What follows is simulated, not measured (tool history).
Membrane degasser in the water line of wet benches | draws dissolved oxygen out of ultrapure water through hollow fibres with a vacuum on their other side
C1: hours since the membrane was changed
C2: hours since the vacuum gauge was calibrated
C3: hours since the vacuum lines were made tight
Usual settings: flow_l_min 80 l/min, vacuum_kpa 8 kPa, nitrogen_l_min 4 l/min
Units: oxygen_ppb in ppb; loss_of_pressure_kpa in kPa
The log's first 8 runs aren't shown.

run 9 hour=583.3 | flow_l_min=80 vacuum_kpa=8 nitrogen_l_min=4 | C1=3519 C2=252 C3=385 | oxygen_ppb=366.9 loss_of_pressure_kpa=59.16
run 10 hour=640 | flow_l_min=80 vacuum_kpa=8 nitrogen_l_min=4 | C1=3576 C2=309 C3=441 | oxygen_ppb=367.8 loss_of_pressure_kpa=59.28
run 11 hour=698.4 | flow_l_min=80 vacuum_kpa=8.57 nitrogen_l_min=4 | C1=3635 C2=367 C3=500 | oxygen_ppb=395.8 loss_of_pressure_kpa=59.88
-- hour=782.8 vacuum gauge calibrated, once more
run 12 hour=782.8 | flow_l_min=80 vacuum_kpa=8.57 nitrogen_l_min=4 | C1=3718 C2=0 C3=584 | oxygen_ppb=359.7 loss_of_pressure_kpa=58.93
run 13 hour=848.1 | flow_l_min=80 vacuum_kpa=8 nitrogen_l_min=4.97 | C1=3784 C2=65 C3=649 | oxygen_ppb=295.5 loss_of_pressure_kpa=59.7
run 14 hour=940.4 | flow_l_min=80 vacuum_kpa=8 nitrogen_l_min=4 | C1=3876 C2=158 C3=741 | oxygen_ppb=336.2 loss_of_pressure_kpa=59.58
run 15 hour=1018.7 | flow_l_min=80 vacuum_kpa=10.69 nitrogen_l_min=4 | C1=3954 C2=236 C3=820 | oxygen_ppb=441.3 loss_of_pressure_kpa=59.19
run 16 hour=1105.5 | flow_l_min=80 vacuum_kpa=10.69 nitrogen_l_min=4 | C1=4041 C2=323 C3=906 | oxygen_ppb=448.8 loss_of_pressure_kpa=59.84
run 17 hour=1170 | flow_l_min=80 vacuum_kpa=8 nitrogen_l_min=1.61 | C1=4106 C2=387 C3=971 | oxygen_ppb=545.9 loss_of_pressure_kpa=59.67
run 18 hour=1213.3 | flow_l_min=125 vacuum_kpa=7.17 nitrogen_l_min=1.61 | C1=4149 C2=430 C3=1014 | oxygen_ppb=720.8 loss_of_pressure_kpa=93.18
run 19 hour=1300.8 | flow_l_min=125 vacuum_kpa=7.17 nitrogen_l_min=1.61 | C1=4236 C2=518 C3=1102 | oxygen_ppb=720.5 loss_of_pressure_kpa=93.67
run 20 hour=1396.5 | flow_l_min=80 vacuum_kpa=15.66 nitrogen_l_min=1.63 | C1=4332 C2=614 C3=1197 | oxygen_ppb=1179.7 loss_of_pressure_kpa=60.07
run 21 hour=1463.9 | flow_l_min=52 vacuum_kpa=13.81 nitrogen_l_min=4 | C1=4400 C2=681 C3=1265 | oxygen_ppb=367.8 loss_of_pressure_kpa=39.09
run 22 hour=1523.8 | flow_l_min=53 vacuum_kpa=8 nitrogen_l_min=7.42 | C1=4460 C2=741 C3=1325 | oxygen_ppb=150 loss_of_pressure_kpa=39.73
run 23 hour=1568.4 | flow_l_min=53 vacuum_kpa=8 nitrogen_l_min=7.42 | C1=4504 C2=786 C3=1369 | oxygen_ppb=145.4 loss_of_pressure_kpa=39.72
run 24 hour=1637.2 | flow_l_min=78 vacuum_kpa=8 nitrogen_l_min=4 | C1=4573 C2=854 C3=1438 | oxygen_ppb=330.2 loss_of_pressure_kpa=58.44
run 25 hour=1688 | flow_l_min=78 vacuum_kpa=8 nitrogen_l_min=4 | C1=4624 C2=905 C3=1489 | oxygen_ppb=323 loss_of_pressure_kpa=57.98
run 26 hour=1771.8 | flow_l_min=78 vacuum_kpa=8 nitrogen_l_min=4 | C1=4707 C2=989 C3=1573 | oxygen_ppb=329.2 loss_of_pressure_kpa=58.9
run 27 hour=1866.4 | flow_l_min=78 vacuum_kpa=8 nitrogen_l_min=4 | C1=4802 C2=1084 C3=1667 | oxygen_ppb=330.9 loss_of_pressure_kpa=58.58
run 28 hour=1911.6 | flow_l_min=90 vacuum_kpa=8 nitrogen_l_min=4 | C1=4847 C2=1129 C3=1712 | oxygen_ppb=387.1 loss_of_pressure_kpa=67.73
run 29 hour=1957.9 | flow_l_min=80 vacuum_kpa=9.5 nitrogen_l_min=4 | C1=4894 C2=1175 C3=1759 | oxygen_ppb=406.7 loss_of_pressure_kpa=60.13
run 30 hour=2055.1 | flow_l_min=80 vacuum_kpa=8 nitrogen_l_min=5.71 | C1=4991 C2=1272 C3=1856 | oxygen_ppb=282.9 loss_of_pressure_kpa=59.88
run 31 hour=2114.8 | flow_l_min=80 vacuum_kpa=8 nitrogen_l_min=5.71 | C1=5050 C2=1332 C3=1916 | oxygen_ppb=284.2 loss_of_pressure_kpa=59.98

5 ways to go on from here, each from the tool as it stands after run 31. What would each give?
run A hour=2210.5 | flow_l_min=125 vacuum_kpa=8 nitrogen_l_min=5.94 | C1=5146 C2=1428 C3=2011 | oxygen_ppb=? loss_of_pressure_kpa=?
run B hour=2210.5 | flow_l_min=80 vacuum_kpa=6.94 nitrogen_l_min=4 | C1=5146 C2=1428 C3=2011 | oxygen_ppb=? loss_of_pressure_kpa=?
run C hour=2210.5 | flow_l_min=59 vacuum_kpa=6.03 nitrogen_l_min=3.74 | C1=5146 C2=1428 C3=2011 | oxygen_ppb=? loss_of_pressure_kpa=?
run D hour=2210.5 | flow_l_min=80 vacuum_kpa=8 nitrogen_l_min=4.82 | C1=5146 C2=1428 C3=2011 | oxygen_ppb=? loss_of_pressure_kpa=?
run E hour=2210.5 | flow_l_min=80 vacuum_kpa=6.88 nitrogen_l_min=5.71 | C1=5146 C2=1428 C3=2011 | oxygen_ppb=? loss_of_pressure_kpa=?

run=A oxygen_ppb=468.3 loss_of_pressure_kpa=94.16
run=B oxygen_ppb=302.9 loss_of_pressure_kpa=60.05
run=C oxygen_ppb=182.5 loss_of_pressure_kpa=44.25
run=D oxygen_ppb=311 loss_of_pressure_kpa=60.07
run=E oxygen_ppb=251.5 loss_of_pressure_kpa=60.02
Without the tool's hidden state the same runs would have given:
run=A oxygen_ppb=437.6 loss_of_pressure_kpa=91.19
run=B oxygen_ppb=281.7 loss_of_pressure_kpa=58.16
run=C oxygen_ppb=167.7 loss_of_pressure_kpa=42.85
run=D oxygen_ppb=290.7 loss_of_pressure_kpa=58.18
run=E oxygen_ppb=231.7 loss_of_pressure_kpa=58.13
